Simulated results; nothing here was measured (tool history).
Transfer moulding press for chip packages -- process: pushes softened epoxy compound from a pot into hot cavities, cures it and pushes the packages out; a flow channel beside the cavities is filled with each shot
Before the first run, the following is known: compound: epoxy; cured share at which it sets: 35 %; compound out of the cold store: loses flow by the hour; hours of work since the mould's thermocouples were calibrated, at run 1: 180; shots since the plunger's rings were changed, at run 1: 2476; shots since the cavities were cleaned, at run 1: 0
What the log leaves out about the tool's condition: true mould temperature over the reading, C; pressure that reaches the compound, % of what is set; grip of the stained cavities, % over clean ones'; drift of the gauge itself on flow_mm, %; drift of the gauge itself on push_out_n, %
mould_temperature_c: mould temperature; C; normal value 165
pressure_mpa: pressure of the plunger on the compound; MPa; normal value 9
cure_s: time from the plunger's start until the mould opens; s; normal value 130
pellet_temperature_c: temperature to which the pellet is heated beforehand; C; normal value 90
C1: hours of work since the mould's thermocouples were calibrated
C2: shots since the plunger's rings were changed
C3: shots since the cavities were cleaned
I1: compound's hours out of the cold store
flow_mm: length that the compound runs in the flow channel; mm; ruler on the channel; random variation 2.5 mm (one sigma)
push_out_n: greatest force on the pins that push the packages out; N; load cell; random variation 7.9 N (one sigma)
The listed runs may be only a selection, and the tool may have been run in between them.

run 1 hour=0 | mould_temperature_c=165 pressure_mpa=9 cure_s=130 pellet_temperature_c=90 | C1=180 C2=2476 C3=0 | I1=13 | flow_mm=533 push_out_n=333
run 2 hour=43.5 | mould_temperature_c=165 pressure_mpa=9 cure_s=117 pellet_temperature_c=90 | C1=201 C2=2765 C3=289 | I1=23.6 | flow_mm=519 push_out_n=585
run 3 hour=88 | mould_temperature_c=165 pressure_mpa=9 cure_s=117 pellet_temperature_c=90 | C1=222 C2=3061 C3=585 | I1=36.8 | flow_mm=495 push_out_n=687
-- hour=124.6 cavities cleaned with cleaning compound and waxed
run 4 hour=136.6 | mould_temperature_c=165 pressure_mpa=9 cure_s=117 pellet_temperature_c=90 | C1=245 C2=3374 C3=80 | I1=39 | flow_mm=494 push_out_n=445
run 5 hour=177.2 | mould_temperature_c=165 pressure_mpa=9 cure_s=117 pellet_temperature_c=90 | C1=264 C2=3643 C3=349 | I1=32.3 | flow_mm=505 push_out_n=618
run 6 hour=222.8 | mould_temperature_c=165 pressure_mpa=9.75 cure_s=130 pellet_temperature_c=90 | C1=286 C2=3946 C3=652 | I1=15.8 | flow_mm=547 push_out_n=616
-- hour=248.3 cavities cleaned with cleaning compound and waxed
run 7 hour=265.2 | mould_temperature_c=168 pressure_mpa=9.75 cure_s=130 pellet_temperature_c=90 | C1=306 C2=4218 C3=113 | I1=14 | flow_mm=540 push_out_n=425
run 8 hour=298 | mould_temperature_c=168 pressure_mpa=9.75 cure_s=130 pellet_temperature_c=90 | C1=322 C2=4435 C3=330 | I1=10.9 | flow_mm=545 push_out_n=538
-- hour=358 plunger's sealing rings changed
run 9 hour=358 | mould_temperature_c=168 pressure_mpa=9.75 cure_s=130 pellet_temperature_c=90 | C1=349 C2=0 C3=712 | I1=36.7 | flow_mm=521 push_out_n=609
-- hour=375.5 cavities cleaned with cleaning compound and waxed
run 10 hour=419.4 | mould_temperature_c=165 pressure_mpa=9 cure_s=130 pellet_temperature_c=90 | C1=378 C2=398 C3=291 | I1=12.2 | flow_mm=543 push_out_n=556
run 11 hour=463.2 | mould_temperature_c=165 pressure_mpa=9 cure_s=130 pellet_temperature_c=90 | C1=399 C2=690 C3=583 | I1=15.8 | flow_mm=540 push_out_n=639
-- hour=501.8 cavities cleaned with cleaning compound and waxed
run 12 hour=501.8 | mould_temperature_c=165 pressure_mpa=9 cure_s=130 pellet_temperature_c=90 | C1=417 C2=936 C3=0 | I1=46.1 | flow_mm=490 push_out_n=350
run 13 hour=559.5 | mould_temperature_c=165 pressure_mpa=6.95 cure_s=130 pellet_temperature_c=90 | C1=445 C2=1319 C3=383 | I1=44.9 | flow_mm=433 push_out_n=579
run 14 hour=619.6 | mould_temperature_c=165 pressure_mpa=9 cure_s=130 pellet_temperature_c=87 | C1=474 C2=1719 C3=783 | I1=29.1 | flow_mm=514 push_out_n=673
-- hour=627.4 cavities cleaned with cleaning compound and waxed
run 15 hour=683.4 | mould_temperature_c=165 pressure_mpa=9 cure_s=130 pellet_temperature_c=87 | C1=504 C2=2132 C3=372 | I1=35.4 | flow_mm=502 push_out_n=579
run 16 hour=737.6 | mould_temperature_c=165 pressure_mpa=9 cure_s=130 pellet_temperature_c=87 | C1=530 C2=2492 C3=732 | I1=11.1 | flow_mm=545 push_out_n=670
-- hour=752.3 cavities cleaned with cleaning compound and waxed
run 17 hour=775.1 | mould_temperature_c=165 pressure_mpa=9 cure_s=120 pellet_temperature_c=83 | C1=547 C2=2732 C3=152 | I1=29.7 | flow_mm=512 push_out_n=495
run 18 hour=842.9 | mould_temperature_c=173 pressure_mpa=9 cure_s=157 pellet_temperature_c=85 | C1=580 C2=3182 C3=602 | I1=32.4 | flow_mm=479 push_out_n=592
-- hour=878.2 cavities cleaned with cleaning compound and waxed
run 19 hour=897.2 | mould_temperature_c=168 pressure_mpa=8.28 cure_s=131 pellet_temperature_c=91 | C1=605 C2=3533 C3=127 | I1=38.6 | flow_mm=470 push_out_n=426
run 20 hour=965.1 | mould_temperature_c=168 pressure_mpa=7.83 cure_s=131 pellet_temperature_c=95 | C1=638 C2=3984 C3=578 | I1=17 | flow_mm=482 push_out_n=600
-- hour=1002.3 cavities cleaned with cleaning compound and waxed
run 21 hour=1036.8 | mould_temperature_c=165 pressure_mpa=7.27 cure_s=130 pellet_temperature_c=90 | C1=672 C2=4450 C3=229 | I1=44 | flow_mm=436 push_out_n=488
run 22 hour=1072.3 | mould_temperature_c=165 pressure_mpa=7.27 cure_s=130 pellet_temperature_c=90 | C1=689 C2=4686 C3=465 | I1=12.5 | flow_mm=476 push_out_n=595
-- hour=1094.8 plunger's sealing rings changed
-- hour=1102 mould's thermocouples calibrated
-- hour=1132.9 cavities cleaned with cleaning compound and waxed
run 23 hour=1144.9 | mould_temperature_c=168 pressure_mpa=7.27 cure_s=130 pellet_temperature_c=90 | C1=20 C2=309 C3=79 | I1=14.3 | flow_mm=475 push_out_n=379

Same runs, no hidden state in the tool, same run-to-run variation:
run=1 flow_mm=541 push_out_n=328
run=2 flow_mm=527 push_out_n=368
run=3 flow_mm=503 push_out_n=370
run=4 flow_mm=504 push_out_n=360
run=5 flow_mm=516 push_out_n=371
run=6 flow_mm=560 push_out_n=329
run=7 flow_mm=554 push_out_n=339
run=8 flow_mm=559 push_out_n=340
run=9 flow_mm=520 push_out_n=318
run=10 flow_mm=542 push_out_n=355
run=11 flow_mm=540 push_out_n=354
run=12 flow_mm=491 push_out_n=338
run=13 flow_mm=434 push_out_n=343
run=14 flow_mm=517 push_out_n=350
run=15 flow_mm=506 push_out_n=348
run=16 flow_mm=550 push_out_n=348
run=17 flow_mm=518 push_out_n=359
run=18 flow_mm=486 push_out_n=328
run=19 flow_mm=478 push_out_n=337
run=20 flow_mm=491 push_out_n=333
run=21 flow_mm=445 push_out_n=333
run=22 flow_mm=486 push_out_n=338
run=23 flow_mm=477 push_out_n=325
